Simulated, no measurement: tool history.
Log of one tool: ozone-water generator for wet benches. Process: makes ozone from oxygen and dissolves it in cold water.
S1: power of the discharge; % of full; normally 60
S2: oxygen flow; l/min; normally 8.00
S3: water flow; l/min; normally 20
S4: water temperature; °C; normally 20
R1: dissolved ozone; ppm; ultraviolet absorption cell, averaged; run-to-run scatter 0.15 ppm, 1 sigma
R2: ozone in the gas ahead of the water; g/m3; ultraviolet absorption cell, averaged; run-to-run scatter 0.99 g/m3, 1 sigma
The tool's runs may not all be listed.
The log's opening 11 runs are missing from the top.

run	day	S1	S2	S3	S4	R1	R2
12	16.575	60	8.00	20	20	19.0	166.5
13	17.688	60	8.00	20	20	18.8	166.9
14	19.229	60	9.50	20	20	18.1	150.9
15	21.262	60	4.65	20	20	19.7	231.7
16	22.888	60	4.65	20	20	20.0	231.8
17	24.229	60	4.65	16	20	23.7	230.5
18	25.858	60	4.65	16	20	23.3	230.2
19	26.942	60	4.65	16	20	23.7	231.3
20	28.008	60	8.00	20	19	19.0	165.7
21	29.450	60	5.21	20	19	20.1	217.3
22	30.688	60	8.00	20	14	20.8	164.3
23	32.150	48	6.27	20	14	17.7	160.6
24	33.296	60	6.92	20	26	17.1	181.6
25	34.142	60	6.92	20	26	17.1	182.2
26	35.562	83	8.00	20	15	26.7	216.0
27	36.688	83	8.00	20	15	26.4	214.0
28	37.696	83	8.00	20	15	26.3	216.1
29	39.208	83	8.00	20	15	26.2	215.1
30	40.642	83	13.82	20	14	23.8	155.0
31	41.483	83	13.82	20	14	23.9	154.3
32	42.421	83	6.65	16	14	32.2	244.4

Below are 4 alternative next runs, each starting from the tool's condition after run 32. Predict each:
A	43.454	60	5.52	20	23	?	?
B	43.454	47	10.33	20	23	?	?
C	43.454	60	6.15	20	20	?	?
D	43.454	59	10.59	20	20	?	?

run	R1	R2
A	18.6	210.0
B	13.5	116.8
C	19.2	193.2
D	17.1	138.6
With the hidden condition removed and each run's random variation left untouched, the same runs would have given:
run	R1	R2
A	19.7	217.4
B	14.2	120.0
C	20.4	200.0
D	18.2	143.4

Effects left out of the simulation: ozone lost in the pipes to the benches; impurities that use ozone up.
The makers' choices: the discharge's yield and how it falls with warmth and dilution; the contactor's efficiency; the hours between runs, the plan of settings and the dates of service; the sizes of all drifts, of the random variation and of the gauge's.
